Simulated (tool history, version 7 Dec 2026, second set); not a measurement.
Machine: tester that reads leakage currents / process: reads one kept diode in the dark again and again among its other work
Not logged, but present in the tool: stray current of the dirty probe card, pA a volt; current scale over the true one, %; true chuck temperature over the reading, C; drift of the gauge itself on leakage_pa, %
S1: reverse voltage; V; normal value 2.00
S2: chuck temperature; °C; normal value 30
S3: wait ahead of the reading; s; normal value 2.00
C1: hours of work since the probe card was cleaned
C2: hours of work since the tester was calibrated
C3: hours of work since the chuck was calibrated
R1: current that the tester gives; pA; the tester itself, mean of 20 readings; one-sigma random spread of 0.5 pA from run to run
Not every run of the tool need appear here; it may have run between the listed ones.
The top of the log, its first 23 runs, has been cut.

Run 24, hour 2213.6: usual settings but S1 4.01 V, S2 56 °C; C1 3010; C2 2725; C3 464. Result: R1 1520.27 pA.
Run 25, hour 2280.3: usual settings but S1 4.74 V, S2 44 °C; C1 3057; C2 2772; C3 511. Result: R1 713.25 pA.
Run 26, hour 2353.3: usual settings but S1 4.74 V, S2 44 °C; C1 3108; C2 2823; C3 562. Result: R1 714.81 pA.
Run 27, hour 2488.6: usual settings but S2 42 °C; C1 3202; C2 2917; C3 657. Result: R1 404.28 pA.
Run 28, hour 2583.6: usual settings but S1 19.60 V, S2 43 °C; C1 3269; C2 2984; C3 723. Result: R1 1320.71 pA.
Run 29, hour 2720.3: usual settings but S3 4.16 s; C1 3364; C2 3079; C3 819. Result: R1 163.13 pA.
At hour 2789.3: probe card cleaned and baked.
Run 30, hour 2851.2: usual settings but S1 8.24 V, S2 22 °C, S3 1.81 s; C1 43; C2 3169; C3 908. Result: R1 163.18 pA.
Run 31, hour 2911.0: usual settings but S1 8.24 V, S2 22 °C, S3 1.81 s; C1 85; C2 3210; C3 950. Result: R1 163.59 pA.
Run 32, hour 2975.4: usual settings but S1 8.24 V, S2 22 °C, S3 1.81 s; C1 130; C2 3255; C3 995. Result: R1 163.13 pA.
Run 33, hour 3068.4: usual settings but S1 3.95 V, S2 58 °C, S3 0.63 s; C1 195; C2 3320; C3 1060. Result: R1 1682.53 pA.
Run 34, hour 3126.6: usual settings but S2 25 °C; C1 236; C2 3361; C3 1100. Result: R1 105.33 pA.
Run 35, hour 3226.0: usual settings but S1 8.25 V, S2 31 °C, S3 9.61 s; C1 305; C2 3431; C3 1170. Result: R1 337.08 pA.
Run 36, hour 3304.8: usual settings but S1 10.78 V, S2 44 °C, S3 0.45 s; C1 360; C2 3486; C3 1225. Result: R1 1029.18 pA.
Run 37, hour 3427.9: usual settings but S1 10.78 V, S2 44 °C, S3 0.45 s; C1 446; C2 3572; C3 1311. Result: R1 1024.21 pA.
Run 38, hour 3498.0: usual settings but S1 13.52 V, S2 44 °C, S3 1.97 s; C1 495; C2 3621; C3 1360. Result: R1 1133.18 pA.

Consider 5 possible next runs. They are alternatives, not a sequence: every one starts from the tool as it was left by run 38. What does each give?
Run A, hour 3584.9: usual settings but S1 1.39 V, S2 27 °C, S3 2.67 s; C1 556; C2 3681; C3 1421. Result: R1 ?.
Run B, hour 3584.9: usual settings but S1 13.52 V, S2 44 °C, S3 4.21 s; C1 556; C2 3681; C3 1421. Result: R1 ?.
Run C, hour 3584.9: usual settings but S2 44 °C; C1 556; C2 3681; C3 1421. Result: R1 ?.
Run D, hour 3584.9: usual settings but S2 23 °C, S3 2.24 s; C1 556; C2 3681; C3 1421. Result: R1 ?.
Run E, hour 3584.9: usual settings but S1 9.87 V, S2 44 °C, S3 3.67 s; C1 556; C2 3681; C3 1421. Result: R1 ?.

run       R1
  A   102.97
  B  1134.86
  C   453.31
  D    88.59
  E   973.58
The same runs, with their run-to-run variation unchanged, on a tool lacking any hidden condition would have given:
run       R1
  A   108.32
  B  1188.29
  C   475.88
  D    93.03
  E  1020.06

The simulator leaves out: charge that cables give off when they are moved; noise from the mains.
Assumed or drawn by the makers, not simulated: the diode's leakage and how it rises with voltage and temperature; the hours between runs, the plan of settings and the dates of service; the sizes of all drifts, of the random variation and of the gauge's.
